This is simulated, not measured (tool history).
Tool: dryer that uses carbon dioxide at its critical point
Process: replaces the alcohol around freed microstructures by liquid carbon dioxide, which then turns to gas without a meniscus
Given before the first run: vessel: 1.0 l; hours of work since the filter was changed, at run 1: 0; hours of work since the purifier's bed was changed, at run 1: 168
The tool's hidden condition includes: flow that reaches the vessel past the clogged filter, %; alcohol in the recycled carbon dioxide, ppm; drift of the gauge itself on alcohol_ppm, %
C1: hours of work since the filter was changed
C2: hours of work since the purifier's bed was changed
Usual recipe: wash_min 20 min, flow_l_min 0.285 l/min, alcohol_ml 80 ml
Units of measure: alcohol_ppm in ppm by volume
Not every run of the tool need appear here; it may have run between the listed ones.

{"run": 1, "hour": 0.0, "wash_min": 20, "flow_l_min": 0.285, "alcohol_ml": 80, "C1": 0, "C2": 168, "alcohol_ppm": 499}
{"run": 2, "hour": 36.4, "wash_min": 20, "flow_l_min": 0.285, "alcohol_ml": 80, "C1": 28, "C2": 196, "alcohol_ppm": 517}
{"run": 3, "hour": 56.8, "wash_min": 20, "flow_l_min": 0.285, "alcohol_ml": 80, "C1": 44, "C2": 212, "alcohol_ppm": 539}
{"run": 4, "hour": 103.8, "wash_min": 20, "flow_l_min": 0.285, "alcohol_ml": 80, "C1": 81, "C2": 249, "alcohol_ppm": 541}
{"run": 5, "hour": 142.4, "wash_min": 18, "flow_l_min": 0.285, "alcohol_ml": 80, "C1": 111, "C2": 279, "alcohol_ppm": 867}
{"run": 6, "hour": 186.0, "wash_min": 20, "flow_l_min": 0.285, "alcohol_ml": 80, "C1": 145, "C2": 313, "alcohol_ppm": 573}
{"run": 7, "hour": 232.8, "wash_min": 20, "flow_l_min": 0.285, "alcohol_ml": 80, "C1": 181, "C2": 349, "alcohol_ppm": 587}
{"run": 8, "hour": 252.7, "wash_min": 29, "flow_l_min": 0.285, "alcohol_ml": 80, "C1": 197, "C2": 365, "alcohol_ppm": 165}
{"run": 9, "hour": 287.2, "wash_min": 29, "flow_l_min": 0.285, "alcohol_ml": 80, "C1": 224, "C2": 391, "alcohol_ppm": 185}
{"run": 10, "hour": 307.5, "wash_min": 20, "flow_l_min": 0.285, "alcohol_ml": 80, "C1": 240, "C2": 407, "alcohol_ppm": 647}
{"run": 11, "hour": 342.9, "wash_min": 24, "flow_l_min": 0.285, "alcohol_ml": 80, "C1": 267, "C2": 435, "alcohol_ppm": 314}
{"run": 12, "hour": 380.0, "wash_min": 20, "flow_l_min": 0.285, "alcohol_ml": 80, "C1": 296, "C2": 464, "alcohol_ppm": 680}
{"run": 13, "hour": 412.2, "wash_min": 20, "flow_l_min": 0.285, "alcohol_ml": 80, "C1": 321, "C2": 489, "alcohol_ppm": 680}
{"run": 14, "hour": 436.2, "wash_min": 20, "flow_l_min": 0.285, "alcohol_ml": 33, "C1": 340, "C2": 508, "alcohol_ppm": 365}
{"run": 15, "hour": 467.9, "wash_min": 20, "flow_l_min": 0.285, "alcohol_ml": 33, "C1": 365, "C2": 532, "alcohol_ppm": 387}
{"run": 16, "hour": 506.9, "wash_min": 16, "flow_l_min": 0.285, "alcohol_ml": 80, "C1": 395, "C2": 563, "alcohol_ppm": 1630}
{"run": 17, "hour": 526.8, "wash_min": 16, "flow_l_min": 0.285, "alcohol_ml": 80, "C1": 411, "C2": 578, "alcohol_ppm": 1736}
{"run": 18, "hour": 553.4, "wash_min": 16, "flow_l_min": 0.285, "alcohol_ml": 80, "C1": 431, "C2": 599, "alcohol_ppm": 1670}
{"run": 19, "hour": 577.7, "wash_min": 16, "flow_l_min": 0.285, "alcohol_ml": 80, "C1": 450, "C2": 618, "alcohol_ppm": 1758}
{"run": 20, "hour": 612.5, "wash_min": 20, "flow_l_min": 0.285, "alcohol_ml": 34, "C1": 477, "C2": 645, "alcohol_ppm": 452}
{"run": 21, "hour": 643.8, "wash_min": 20, "flow_l_min": 0.285, "alcohol_ml": 34, "C1": 502, "C2": 669, "alcohol_ppm": 454}
{"hour": 661.7, "done": "inlet filter changed"}
{"run": 22, "hour": 672.0, "wash_min": 20, "flow_l_min": 0.285, "alcohol_ml": 34, "C1": 8, "C2": 691, "alcohol_ppm": 406}
{"run": 23, "hour": 696.4, "wash_min": 20, "flow_l_min": 0.285, "alcohol_ml": 34, "C1": 27, "C2": 710, "alcohol_ppm": 417}
{"run": 24, "hour": 724.1, "wash_min": 22, "flow_l_min": 0.285, "alcohol_ml": 113, "C1": 49, "C2": 731, "alcohol_ppm": 613}
{"run": 25, "hour": 762.8, "wash_min": 12, "flow_l_min": 0.285, "alcohol_ml": 80, "C1": 79, "C2": 761, "alcohol_ppm": 3943}
{"run": 26, "hour": 799.1, "wash_min": 12, "flow_l_min": 0.285, "alcohol_ml": 115, "C1": 107, "C2": 790, "alcohol_ppm": 5607}
{"run": 27, "hour": 841.7, "wash_min": 12, "flow_l_min": 0.285, "alcohol_ml": 115, "C1": 140, "C2": 823, "alcohol_ppm": 5521}
{"run": 28, "hour": 889.4, "wash_min": 12, "flow_l_min": 0.285, "alcohol_ml": 115, "C1": 177, "C2": 860, "alcohol_ppm": 5741}
{"run": 29, "hour": 928.1, "wash_min": 20, "flow_l_min": 0.189, "alcohol_ml": 93, "C1": 208, "C2": 890, "alcohol_ppm": 3467}
{"run": 30, "hour": 965.9, "wash_min": 29, "flow_l_min": 0.458, "alcohol_ml": 43, "C1": 237, "C2": 920, "alcohol_ppm": 282}
{"run": 31, "hour": 1004.8, "wash_min": 20, "flow_l_min": 0.293, "alcohol_ml": 42, "C1": 267, "C2": 950, "alcohol_ppm": 522}
{"run": 32, "hour": 1050.7, "wash_min": 16, "flow_l_min": 0.193, "alcohol_ml": 30, "C1": 303, "C2": 986, "alcohol_ppm": 2263}
{"hour": 1058.0, "done": "purifier's bed changed"}
{"run": 33, "hour": 1099.6, "wash_min": 23, "flow_l_min": 0.332, "alcohol_ml": 107, "C1": 339, "C2": 32, "alcohol_ppm": 147}
{"run": 34, "hour": 1122.9, "wash_min": 14, "flow_l_min": 0.445, "alcohol_ml": 107, "C1": 357, "C2": 51, "alcohol_ppm": 498}
{"run": 35, "hour": 1163.4, "wash_min": 20, "flow_l_min": 0.421, "alcohol_ml": 80, "C1": 389, "C2": 82, "alcohol_ppm": 87}
{"run": 36, "hour": 1201.4, "wash_min": 16, "flow_l_min": 0.285, "alcohol_ml": 48, "C1": 418, "C2": 112, "alcohol_ppm": 921}
{"run": 37, "hour": 1242.2, "wash_min": 16, "flow_l_min": 0.285, "alcohol_ml": 48, "C1": 450, "C2": 144, "alcohol_ppm": 976}
{"run": 38, "hour": 1265.7, "wash_min": 20, "flow_l_min": 0.316, "alcohol_ml": 80, "C1": 468, "C2": 162, "alcohol_ppm": 395}
{"run": 39, "hour": 1291.8, "wash_min": 20, "flow_l_min": 0.303, "alcohol_ml": 80, "C1": 489, "C2": 182, "alcohol_ppm": 495}
{"run": 40, "hour": 1313.6, "wash_min": 14, "flow_l_min": 0.225, "alcohol_ml": 27, "C1": 506, "C2": 199, "alcohol_ppm": 1868}
{"hour": 1328.0, "done": "inlet filter changed"}
{"run": 41, "hour": 1341.3, "wash_min": 18, "flow_l_min": 0.238, "alcohol_ml": 27, "C1": 10, "C2": 220, "alcohol_ppm": 614}
{"run": 42, "hour": 1361.4, "wash_min": 18, "flow_l_min": 0.238, "alcohol_ml": 27, "C1": 26, "C2": 236, "alcohol_ppm": 622}
{"run": 43, "hour": 1388.1, "wash_min": 20, "flow_l_min": 0.285, "alcohol_ml": 54, "C1": 47, "C2": 256, "alcohol_ppm": 388}
{"run": 44, "hour": 1410.3, "wash_min": 20, "flow_l_min": 0.285, "alcohol_ml": 54, "C1": 64, "C2": 274, "alcohol_ppm": 408}

Take each entry between the runs: how does the hidden state at the last listed run before it differ from the hidden state at the first listed run after it?
In the gap between runs 21 and 22: inlet filter changed (hour 661.7)
  flow that reaches the vessel past the clogged filter, %: 94.5 -> 99.3; alcohol in the recycled carbon dioxide, ppm: 209.2 -> 216
  difference, measured minus the result without the unlogged condition, alcohol_ppm: +259 -> +218 ppm by volume
In the gap between runs 32 and 33: purifier's bed changed (hour 1058)
  flow that reaches the vessel past the clogged filter, %: 96.3 -> 95.9; alcohol in the recycled carbon dioxide, ppm: 305.6 -> 15.8
  difference, measured minus the result without the unlogged condition, alcohol_ppm: +496 -> +44 ppm by volume
In the gap between runs 40 and 41: inlet filter changed (hour 1328)
  flow that reaches the vessel past the clogged filter, %: 94.2 -> 99.8; alcohol in the recycled carbon dioxide, ppm: 65.6 -> 71.5
  difference, measured minus the result without the unlogged condition, alcohol_ppm: +338 -> +71 ppm by volume
